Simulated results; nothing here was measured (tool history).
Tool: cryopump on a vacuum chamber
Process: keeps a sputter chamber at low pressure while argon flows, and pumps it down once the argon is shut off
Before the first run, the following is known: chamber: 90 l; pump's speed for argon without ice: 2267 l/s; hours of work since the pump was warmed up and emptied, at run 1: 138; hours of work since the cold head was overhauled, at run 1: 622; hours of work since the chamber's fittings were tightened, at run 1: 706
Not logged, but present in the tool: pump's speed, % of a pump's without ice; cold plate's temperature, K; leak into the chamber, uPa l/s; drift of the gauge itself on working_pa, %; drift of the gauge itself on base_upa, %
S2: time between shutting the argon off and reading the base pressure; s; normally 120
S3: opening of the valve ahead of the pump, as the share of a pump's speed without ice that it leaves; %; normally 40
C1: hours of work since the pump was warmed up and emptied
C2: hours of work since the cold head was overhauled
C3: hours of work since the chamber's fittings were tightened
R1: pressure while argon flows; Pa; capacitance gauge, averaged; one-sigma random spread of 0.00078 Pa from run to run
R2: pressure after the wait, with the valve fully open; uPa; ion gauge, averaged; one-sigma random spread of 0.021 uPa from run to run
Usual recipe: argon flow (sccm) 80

run 1 hour=0 | argon_flow_(sccm)=80 S2=120 S3=40 | C1=138 C2=622 C3=706 | R1=0.1543 R2=0.55
run 2 hour=95 | argon_flow_(sccm)=80 S2=120 S3=40 | C1=197 C2=681 C3=765 | R1=0.157 R2=0.58
run 3 hour=169.9 | argon_flow_(sccm)=80 S2=120 S3=40 | C1=244 C2=727 C3=812 | R1=0.1608 R2=0.54
run 4 hour=253 | argon_flow_(sccm)=80 S2=120 S3=40 | C1=295 C2=779 C3=863 | R1=0.1655 R2=0.61
run 5 hour=310.2 | argon_flow_(sccm)=80 S2=46 S3=40 | C1=331 C2=814 C3=899 | R1=0.1666 R2=1.07
run 6 hour=381.5 | argon_flow_(sccm)=80 S2=25 S3=40 | C1=375 C2=859 C3=943 | R1=0.1691 R2=1.72
run 7 hour=478.7 | argon_flow_(sccm)=80 S2=120 S3=40 | C1=435 C2=919 C3=1003 | R1=0.1753 R2=0.63
-- hour=556.5 pump warmed up, emptied and cooled again
run 8 hour=566 | argon_flow_(sccm)=80 S2=120 S3=40 | C1=6 C2=970 C3=1055 | R1=0.15 R2=0.56
run 9 hour=657.4 | argon_flow_(sccm)=80 S2=120 S3=35 | C1=63 C2=1027 C3=1111 | R1=0.174 R2=0.57
run 10 hour=741.3 | argon_flow_(sccm)=80 S2=120 S3=35 | C1=115 C2=1079 C3=1163 | R1=0.1753 R2=0.56
run 11 hour=798.8 | argon_flow_(sccm)=80 S2=21 S3=35 | C1=150 C2=1115 C3=1199 | R1=0.1771 R2=2
run 12 hour=858.1 | argon_flow_(sccm)=80 S2=120 S3=15 | C1=187 C2=1151 C3=1236 | R1=0.4063 R2=0.63
run 13 hour=935 | argon_flow_(sccm)=80 S2=120 S3=20 | C1=235 C2=1199 C3=1284 | R1=0.311 R2=0.59
run 14 hour=1012.2 | argon_flow_(sccm)=100 S2=34 S3=20 | C1=283 C2=1247 C3=1332 | R1=0.395 R2=1.41
run 15 hour=1064.2 | argon_flow_(sccm)=100 S2=34 S3=20 | C1=315 C2=1279 C3=1364 | R1=0.3924 R2=1.41
run 16 hour=1154.1 | argon_flow_(sccm)=100 S2=34 S3=20 | C1=371 C2=1335 C3=1420 | R1=0.4011 R2=1.45
run 17 hour=1204.8 | argon_flow_(sccm)=100 S2=34 S3=20 | C1=403 C2=1367 C3=1451 | R1=0.4049 R2=1.44
run 18 hour=1292.7 | argon_flow_(sccm)=49 S2=31 S3=40 | C1=457 C2=1421 C3=1506 | R1=0.1108 R2=1.55
-- hour=1336.6 pump warmed up, emptied and cooled again
run 19 hour=1387.5 | argon_flow_(sccm)=74 S2=27 S3=40 | C1=32 C2=1477 C3=1562 | R1=0.1399 R2=1.58
run 20 hour=1442.1 | argon_flow_(sccm)=144 S2=35 S3=40 | C1=66 C2=1511 C3=1595 | R1=0.2756 R2=1.33
run 21 hour=1530.2 | argon_flow_(sccm)=80 S2=22 S3=17 | C1=120 C2=1566 C3=1650 | R1=0.3562 R2=1.94
run 22 hour=1581.9 | argon_flow_(sccm)=80 S2=22 S3=17 | C1=152 C2=1598 C3=1682 | R1=0.357 R2=2
run 23 hour=1680 | argon_flow_(sccm)=80 S2=22 S3=17 | C1=213 C2=1659 C3=1743 | R1=0.3615 R2=2

Branching from run 23: 3 alternative next runs. What would each branch give?
run A hour=1748.1 | argon_flow_(sccm)=111 S2=34 S3=17 | C1=256 C2=1701 C3=1785 | R1=? R2=?
run B hour=1748.1 | argon_flow_(sccm)=33 S2=56 S3=17 | C1=256 C2=1701 C3=1785 | R1=? R2=?
run C hour=1748.1 | argon_flow_(sccm)=80 S2=120 S3=49 | C1=256 C2=1701 C3=1785 | R1=? R2=?

run=A R1=0.5064 R2=1.43
run=B R1=0.1507 R2=1.01
run=C R1=0.1369 R2=0.75
Had the tool no hidden state, the same runs would have come out as:
run=A R1=0.4864 R2=1.16
run=B R1=0.1447 R2=0.75
run=C R1=0.1225 R2=0.47
